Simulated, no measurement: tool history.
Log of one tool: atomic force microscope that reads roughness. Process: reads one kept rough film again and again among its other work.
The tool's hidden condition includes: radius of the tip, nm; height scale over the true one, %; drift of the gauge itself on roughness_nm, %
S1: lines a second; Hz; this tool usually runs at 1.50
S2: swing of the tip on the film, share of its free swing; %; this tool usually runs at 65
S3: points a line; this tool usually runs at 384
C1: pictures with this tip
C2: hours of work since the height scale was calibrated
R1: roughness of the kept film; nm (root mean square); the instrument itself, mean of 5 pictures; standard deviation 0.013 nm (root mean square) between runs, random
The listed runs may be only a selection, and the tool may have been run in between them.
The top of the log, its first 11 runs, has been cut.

| run | hour | S1 | S2 | S3 | C1 | C2 | R1 |
|---|---|---|---|---|---|---|---|
| 12 | 103.5 | 1.50 | 65 | 455 | 100 | 127 | 2.493 |
| 13 | 110.9 | 1.50 | 65 | 384 | 107 | 131 | 2.422 |
| 14 | 124.6 | 1.50 | 65 | 384 | 120 | 139 | 2.373 |
| 15 | 136.2 | 1.77 | 65 | 384 | 132 | 145 | 2.295 |
|  | 145.2 | new tip fitted |
| 16 | 147.8 | 1.50 | 65 | 384 | 3 | 152 | 3.068 |
| 17 | 159.2 | 1.50 | 65 | 384 | 14 | 158 | 2.982 |
| 18 | 169.4 | 1.50 | 65 | 584 | 24 | 164 | 2.947 |
| 19 | 181.0 | 1.50 | 88 | 384 | 35 | 171 | 2.600 |
| 20 | 187.4 | 1.50 | 64 | 384 | 42 | 175 | 2.831 |
| 21 | 197.5 | 1.50 | 64 | 384 | 51 | 181 | 2.757 |
| 22 | 207.0 | 1.50 | 81 | 384 | 61 | 186 | 2.547 |
| 23 | 213.1 | 0.90 | 79 | 321 | 67 | 190 | 2.612 |
| 24 | 220.0 | 0.90 | 65 | 321 | 73 | 194 | 2.655 |
| 25 | 232.8 | 0.90 | 65 | 321 | 86 | 201 | 2.603 |
| 26 | 242.2 | 0.90 | 87 | 619 | 95 | 206 | 2.448 |
| 27 | 254.0 | 3.39 | 59 | 871 | 107 | 213 | 2.448 |
| 28 | 263.1 | 2.57 | 74 | 936 | 116 | 218 | 2.291 |
| 29 | 274.9 | 1.93 | 79 | 384 | 127 | 225 | 2.202 |
|  | 288.5 | new tip fitted |
| 30 | 288.5 | 0.63 | 89 | 289 | 0 | 233 | 2.895 |

Estimate the outcome of run 31 from the log above:
| 31 | 297.4 | 1.50 | 64 | 788 | 9 | 238 | ? |

R1: 2.986 nm (root mean square)
Were there no unlogged condition in the tool, this run, its random variation unchanged, would have produced R1 3.116 nm (root mean square).
